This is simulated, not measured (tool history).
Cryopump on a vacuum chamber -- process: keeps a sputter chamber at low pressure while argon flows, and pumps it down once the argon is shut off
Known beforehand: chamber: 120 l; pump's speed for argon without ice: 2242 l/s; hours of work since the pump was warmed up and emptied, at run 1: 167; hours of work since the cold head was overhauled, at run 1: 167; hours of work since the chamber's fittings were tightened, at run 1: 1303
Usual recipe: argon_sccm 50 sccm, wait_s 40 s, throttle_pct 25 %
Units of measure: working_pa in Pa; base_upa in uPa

| run | hour | argon_sccm | wait_s | throttle_pct | hours of work since the pump was warmed up and emptied | hours of work since the cold head was overhauled | hours of work since the chamber's fittings were tightened | working_pa | base_upa |
|---|---|---|---|---|---|---|---|---|---|
| 1 | 0 | 50 | 40 | 25 | 167 | 167 | 1303 | 0.1559 | 1.82 |
| 2 | 15.4 | 59 | 40 | 25 | 174 | 174 | 1310 | 0.1832 | 1.89 |
| 3 | 26.7 | 50 | 40 | 25 | 180 | 180 | 1316 | 0.1549 | 1.86 |
| 4 | 33.1 | 50 | 40 | 25 | 183 | 183 | 1319 | 0.1558 | 1.91 |
| 5 | 46.4 | 50 | 40 | 25 | 190 | 190 | 1326 | 0.1571 | 1.88 |
| 6 | 57.1 | 50 | 40 | 25 | 195 | 195 | 1331 | 0.1558 | 1.82 |
| 7 | 71.9 | 50 | 40 | 25 | 203 | 203 | 1339 | 0.1555 | 1.83 |
| 8 | 79.9 | 50 | 40 | 25 | 207 | 207 | 1343 | 0.1569 | 1.82 |
| 9 | 87.3 | 50 | 41 | 25 | 211 | 211 | 1347 | 0.1569 | 1.83 |
| 10 | 98.2 | 73 | 40 | 25 | 216 | 216 | 1352 | 0.2304 | 1.84 |
| 11 | 107.5 | 73 | 40 | 25 | 221 | 221 | 1357 | 0.2281 | 1.86 |
| 12 | 115.9 | 73 | 40 | 25 | 225 | 225 | 1361 | 0.2288 | 1.9 |
| 13 | 123.1 | 73 | 40 | 25 | 229 | 229 | 1365 | 0.2298 | 1.9 |
| 14 | 131 | 50 | 40 | 25 | 233 | 233 | 1369 | 0.1574 | 1.86 |
| 15 | 146.5 | 50 | 40 | 25 | 241 | 241 | 1377 | 0.1575 | 1.91 |
| 16 | 158.4 | 50 | 40 | 25 | 247 | 247 | 1383 | 0.1566 | 1.87 |
| 17 | 165.1 | 50 | 40 | 25 | 250 | 250 | 1386 | 0.1565 | 1.9 |
| 18 | 177 | 50 | 40 | 25 | 256 | 256 | 1392 | 0.1566 | 1.83 |
| 19 | 185 | 50 | 40 | 25 | 260 | 260 | 1396 | 0.1581 | 1.9 |
| 20 | 195.6 | 50 | 40 | 25 | 266 | 266 | 1402 | 0.1579 | 1.9 |
| 21 | 206.1 | 50 | 40 | 25 | 271 | 271 | 1407 | 0.1578 | 1.91 |
| 22 | 219.9 | 68 | 89 | 20 | 278 | 278 | 1414 | 0.2673 | 1.11 |
| 23 | 230.5 | 89 | 82 | 32 | 283 | 283 | 1419 | 0.2252 | 1.11 |
| 24 | 239.9 | 50 | 27 | 25 | 288 | 288 | 1424 | 0.1592 | 2.6 |
| 25 | 249.7 | 50 | 74 | 16 | 293 | 293 | 1429 | 0.2456 | 1.23 |
| 26 | 260.6 | 50 | 35 | 21 | 299 | 299 | 1435 | 0.1878 | 2.13 |
| 27 | 270.2 | 31 | 35 | 44 | 303 | 303 | 1439 | 0.0586 | 2.08 |
| 28 | 284.9 | 31 | 35 | 44 | 311 | 311 | 1447 | 0.0598 | 2.15 |
| 29 | 300.9 | 31 | 35 | 44 | 319 | 319 | 1455 | 0.0583 | 2.1 |
| 30 | 310.6 | 31 | 35 | 44 | 324 | 324 | 1460 | 0.0583 | 2.18 |
| 31 | 324.9 | 31 | 180 | 20 | 331 | 331 | 1467 | 0.1236 | 0.78 |
| 32 | 337.9 | 63 | 94 | 25 | 338 | 338 | 1474 | 0.2019 | 1.1 |
| 33 | 350.5 | 26 | 143 | 40 | 344 | 344 | 1480 | 0.0545 | 0.91 |

Here are 3 independent what-if runs from the current tool condition. What would each one return?
| A | 362.7 | 51 | 33 | 25 | 350 | 350 | 1486 | ? | ? |
| B | 362.7 | 43 | 40 | 54 | 350 | 350 | 1486 | ? | ? |
| C | 362.7 | 23 | 43 | 28 | 350 | 350 | 1486 | ? | ? |

| run | working_pa | base_upa |
|---|---|---|
| A | 0.1642 | 2.27 |
| B | 0.069 | 1.95 |
| C | 0.067 | 1.87 |
Take away the tool's hidden state, keep each run's random variation, and the runs would have read:
| run | working_pa | base_upa |
|---|---|---|
| A | 0.1539 | 1.91 |
| B | 0.0603 | 1.58 |
| C | 0.0623 | 1.5 |

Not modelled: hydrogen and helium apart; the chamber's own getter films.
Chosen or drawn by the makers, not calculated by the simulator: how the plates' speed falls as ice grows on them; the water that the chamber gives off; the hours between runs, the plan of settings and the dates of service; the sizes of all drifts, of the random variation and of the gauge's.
